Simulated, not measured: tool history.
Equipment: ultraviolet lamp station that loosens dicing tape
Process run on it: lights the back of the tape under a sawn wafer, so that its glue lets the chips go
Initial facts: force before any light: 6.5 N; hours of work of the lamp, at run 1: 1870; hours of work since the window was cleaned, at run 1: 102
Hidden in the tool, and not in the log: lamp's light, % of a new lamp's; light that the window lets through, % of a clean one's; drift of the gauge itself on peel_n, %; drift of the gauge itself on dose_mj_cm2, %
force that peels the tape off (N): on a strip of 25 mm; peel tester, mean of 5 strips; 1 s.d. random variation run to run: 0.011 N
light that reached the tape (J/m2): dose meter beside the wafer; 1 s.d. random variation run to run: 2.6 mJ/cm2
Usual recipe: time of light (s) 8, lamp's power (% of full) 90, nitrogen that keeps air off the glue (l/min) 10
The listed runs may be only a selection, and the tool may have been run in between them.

run	day	time of light (s)	lamp's power (% of full)	nitrogen that keeps air off the glue (l/min)	hours of work of the lamp	hours of work since the window was cleaned	force that peels the tape off (N)	light that reached the tape (J/m2)
1	0	8	90	10	1870	102	0.487	3370
2	2.129	8	90	10	1897	129	0.485	3390
# day 4.158: lamp changed
3	5.912	8	90	10	22	176	0.463	3400
4	7.554	8	90	10	43	197	0.469	3400
5	9.3	8	90	10	65	219	0.466	3380
6	12.133	8	90	10	100	255	0.485	3390
7	14.779	8	90	10	134	288	0.472	3390
8	17.133	8	90	10	163	318	0.461	3380
9	20.021	8	90	10	200	354	0.465	3420
10	23.579	8	86	10	245	399	0.503	3250
11	27.262	8	86	10	291	445	0.497	3250
12	30.658	6	90	10	334	488	0.761	2540
13	32.467	6	90	10	357	511	0.755	2510
14	35.496	8	90	10	395	549	0.495	3370
15	38.196	5	86	7	429	583	1.283	2020
# day 39.088: window cleaned of glue's vapour
16	41.208	5	86	7	466	27	1.332	2020
17	44.862	5	86	7	513	73	1.352	2070
18	47.2	8	68	10	542	102	0.742	2530
19	49.712	8	71	4	574	134	1.168	2660
20	51.812	8	71	4	600	160	1.196	2660
21	54.379	8	71	6	632	193	0.948	2680
22	56.367	11	67	10	657	218	0.465	3440

Expected results for the next run?
23	58.479	11	67	10	684	244	?	?

{"run 23": {"force that peels the tape off (N)": 0.468, "light that reached the tape (J/m2)": 3430}}
Had the tool carried no hidden state, the very same run would have given force that peels the tape off (N) 0.467, light that reached the tape (J/m2) 3440.
